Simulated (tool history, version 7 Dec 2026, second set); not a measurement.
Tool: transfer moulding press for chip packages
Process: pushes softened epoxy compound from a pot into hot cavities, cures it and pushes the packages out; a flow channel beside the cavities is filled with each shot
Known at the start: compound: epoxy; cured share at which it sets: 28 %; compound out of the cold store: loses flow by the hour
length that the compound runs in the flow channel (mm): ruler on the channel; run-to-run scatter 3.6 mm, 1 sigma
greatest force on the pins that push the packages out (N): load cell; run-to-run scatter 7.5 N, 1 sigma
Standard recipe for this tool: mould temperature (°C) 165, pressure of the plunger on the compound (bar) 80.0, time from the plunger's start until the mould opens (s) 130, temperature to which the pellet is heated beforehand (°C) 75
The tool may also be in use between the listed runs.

| run | hour | mould temperature (°C) | pressure of the plunger on the compound (bar) | time from the plunger's start until the mould opens (s) | temperature to which the pellet is heated beforehand (°C) | incoming compound's hours out of the cold store | length that the compound runs in the flow channel (mm) | greatest force on the pins that push the packages out (N) |
|---|---|---|---|---|---|---|---|---|
| 1 | 0.0 | 165 | 80.0 | 130 | 75 | 29.1 | 521 | 333 |
| 2 | 6.7 | 162 | 80.0 | 130 | 75 | 25.1 | 551 | 401 |
| 3 | 17.0 | 165 | 80.0 | 130 | 75 | 28.1 | 534 | 326 |
| 4 | 28.6 | 165 | 80.0 | 130 | 75 | 46.4 | 472 | 317 |
| 5 | 36.5 | 165 | 80.0 | 117 | 75 | 36.8 | 503 | 375 |
| 6 | 43.9 | 165 | 80.0 | 130 | 75 | 31.8 | 515 | 332 |
| 7 | 59.6 | 165 | 80.0 | 130 | 75 | 10.5 | 591 | 345 |
| 8 | 68.7 | 165 | 80.0 | 117 | 75 | 45.0 | 478 | 383 |
|  | 75.3 | cavities cleaned with cleaning compound and waxed |
| 9 | 85.8 | 165 | 84.3 | 130 | 75 | 22.8 | 560 | 339 |
| 10 | 95.1 | 165 | 84.3 | 154 | 75 | 39.2 | 507 | 282 |

Expected results for the next run?
| 11 | 104.6 | 165 | 81.6 | 130 | 69 | 16.4 | ? | ? |

{"run 11": {"length that the compound runs in the flow channel (mm)": 576, "greatest force on the pins that push the packages out (N)": 340}}
Were there no unlogged condition in the tool, this run, its random variation unchanged, would have produced length that the compound runs in the flow channel (mm) 577, greatest force on the pins that push the packages out (N) 338.
